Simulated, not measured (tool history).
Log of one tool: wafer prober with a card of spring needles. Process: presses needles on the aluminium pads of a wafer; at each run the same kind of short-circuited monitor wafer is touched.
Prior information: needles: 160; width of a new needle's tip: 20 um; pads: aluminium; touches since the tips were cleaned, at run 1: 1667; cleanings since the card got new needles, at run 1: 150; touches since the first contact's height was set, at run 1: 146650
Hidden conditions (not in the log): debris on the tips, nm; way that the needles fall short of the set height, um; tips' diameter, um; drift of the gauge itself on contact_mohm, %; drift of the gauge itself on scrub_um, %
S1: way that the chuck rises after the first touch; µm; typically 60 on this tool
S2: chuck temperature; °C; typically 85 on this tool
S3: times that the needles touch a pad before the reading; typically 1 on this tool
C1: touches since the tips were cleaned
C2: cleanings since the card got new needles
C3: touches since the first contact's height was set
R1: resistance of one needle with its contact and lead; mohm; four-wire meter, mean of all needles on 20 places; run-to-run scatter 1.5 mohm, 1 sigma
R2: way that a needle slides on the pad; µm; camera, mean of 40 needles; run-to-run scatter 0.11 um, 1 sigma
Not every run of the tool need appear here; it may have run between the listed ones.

run   hour  S1   S2  S3    C1   C2      C3   R1     R2
  1      0  60   85   1  1667  150  146650  163  15.96
      14.7  -- tips cleaned on abrasive film
      39.1  -- tips cleaned on abrasive film
      59.9  -- tips cleaned on abrasive film
      82.6  -- tips cleaned on abrasive film
  2   82.6  73   85   1     0  154  160643  143  19.51
     108.6  -- tips cleaned on abrasive film
     134.5  -- tips cleaned on abrasive film
       159  -- tips cleaned on abrasive film
  3  171.3  73   85   1  2105  157  175683  159  19.27
     181.1  -- tips cleaned on abrasive film
     201.8  -- tips cleaned on abrasive film
     226.2  -- tips cleaned on abrasive film
  4  236.1  60   85   1  1692  160  186654  164  15.71
     251.7  -- tips cleaned on abrasive film
     275.5  -- tips cleaned on abrasive film
     301.5  -- tips cleaned on abrasive film
     322.2  -- tips cleaned on abrasive film
  5  329.8  60   85   1  1293  164  202532  163  15.78
     343.3  -- tips cleaned on abrasive film
       369  -- tips cleaned on abrasive film
  6  370.2  60   85   1   195  166  209367  151  15.68
     390.9  -- tips cleaned on abrasive film
     416.6  -- tips cleaned on abrasive film
     441.4  -- tips cleaned on abrasive film
       465  -- tips cleaned on abrasive film
  7    465  60   85   1     0  170  225431  148  15.63
     490.7  -- tips cleaned on abrasive film
     511.5  -- tips cleaned on abrasive film
       526  -- height of the first contact set anew
     536.4  -- tips cleaned on abrasive film
  8    543  60   85   1  1130  173    2884  165  15.17
     558.6  -- tips cleaned on abrasive film
     584.5  -- tips cleaned on abrasive film
     609.6  -- tips cleaned on abrasive film
     632.9  -- tips cleaned on abrasive film
  9  635.1  60   85   1   364  177   18478  153  15.34
     655.8  -- tips cleaned on abrasive film
     680.6  -- tips cleaned on abrasive film
     705.5  -- tips cleaned on abrasive film
 10  723.3  60   85   1  3033  180   33444  183  15.28
     728.6  -- tips cleaned on abrasive film
     751.9  -- tips cleaned on abrasive film
     777.7  -- tips cleaned on abrasive film
 11  791.8  60   85   1  2385  183   45037  176  15.12
     802.2  -- tips cleaned on abrasive film
     827.5  -- tips cleaned on abrasive film
 12  843.5  73  102   2  2734  185   53814  159  18.68
     848.8  -- tips cleaned on abrasive film
       874  -- tips cleaned on abrasive film
 13  892.3  59   43   2  3117  187   62076  166  14.93

Run 14 is up next; what results do you expect?
     897.4  -- tips cleaned on abrasive film
     922.7  -- tips cleaned on abrasive film
     947.7  -- height of the first contact set anew, once more
     947.8  -- tips cleaned on abrasive film
     972.6  -- tips cleaned on abrasive film
 14  987.8  59  43   2  2579  191  6776   ?   ?

Run 14 yielded R1 155 mohm, R2 16.3 µm.
With the hidden condition absent and the run-to-run variation left alone, this run would have shown R1 135 mohm, R2 16.33 µm.

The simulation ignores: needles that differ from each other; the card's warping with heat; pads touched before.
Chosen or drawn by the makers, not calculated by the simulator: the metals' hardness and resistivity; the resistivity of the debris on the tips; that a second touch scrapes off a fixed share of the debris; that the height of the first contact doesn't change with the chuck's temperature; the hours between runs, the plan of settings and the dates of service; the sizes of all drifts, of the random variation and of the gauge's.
